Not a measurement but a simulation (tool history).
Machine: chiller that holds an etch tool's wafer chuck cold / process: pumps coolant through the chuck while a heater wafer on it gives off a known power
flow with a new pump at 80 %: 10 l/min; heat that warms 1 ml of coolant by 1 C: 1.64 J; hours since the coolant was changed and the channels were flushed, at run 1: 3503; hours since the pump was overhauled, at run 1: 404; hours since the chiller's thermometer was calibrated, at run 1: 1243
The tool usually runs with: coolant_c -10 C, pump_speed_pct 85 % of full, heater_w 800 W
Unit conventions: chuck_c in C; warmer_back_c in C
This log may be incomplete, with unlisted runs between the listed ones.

run     day  coolant_c  pump_speed_pct  heater_w  hours since the coolant was changed and the channels were flushed  hours since the pump was overhauled  hours since the chiller's thermometer was calibrated  chuck_c  warmer_back_c
  1       0        -10              85       800                                                               3503                                  404                                                  1243     -1.6           2.79
  2   0.846        -10              85       800                                                               3523                                  424                                                  1264     -1.7           2.82
  3   2.367        -10              85       800                                                               3560                                  461                                                  1300     -1.7           2.79
  4   3.825        -10              85       800                                                               3595                                  496                                                  1335     -1.6           2.76
  5   5.729        -10              85       800                                                               3640                                  541                                                  1381     -1.6           2.73
  6    7.25        -10              85       800                                                               3677                                  578                                                  1417     -1.7           2.77
  7   9.175        -10              65       800                                                               3723                                  624                                                  1463      0.3           3.72
  8   10.55        -10              85       800                                                               3756                                  657                                                  1496     -1.5           2.74
  9  12.567        -10              78       800                                                               3804                                  705                                                  1545       -1              3
 10  13.729        -10              78      1024                                                               3832                                  733                                                  1573      1.4           3.85
 11  14.625        -10              78      1024                                                               3854                                  755                                                  1594      1.7           3.91
 12   16.05        -10              68       604                                                               3888                                  789                                                  1628     -2.3           2.64
 13  16.992         -8              85       800                                                               3911                                  812                                                  1651      0.5           2.75
 14  18.933         -8              85       800                                                               3957                                  858                                                  1698      0.5            2.8
 15  19.958        -10              75       591                                                               3982                                  883                                                  1722       -3           2.34
 16  21.479        -10              90      1119                                                               4018                                  919                                                  1759      1.5           3.65
 17  23.383         -9              73       782                                                               4064                                  965                                                  1804      0.3           3.25

Alternative continuations, all from the tool just after run 17; predict every row:
  A   25        -11              77       800                                                               4103                                 1004                                                  1843        ?              ?
  B   25         -9              82       477                                                               4103                                 1004                                                  1843        ?              ?
  C   25         -4              68       886                                                               4103                                 1004                                                  1843        ?              ?
  D   25         -9              68      1075                                                               4103                                 1004                                                  1843        ?              ?

run  chuck_c  warmer_back_c
  A     -1.7            3.1
  B     -3.7           1.71
  C      7.1           3.94
  D      4.5           4.86
Without the tool's unlogged condition, the same runs would have read:
run  chuck_c  warmer_back_c
  A     -2.5           3.05
  B     -4.2           1.68
  C      6.3           3.87
  D      3.5           4.78
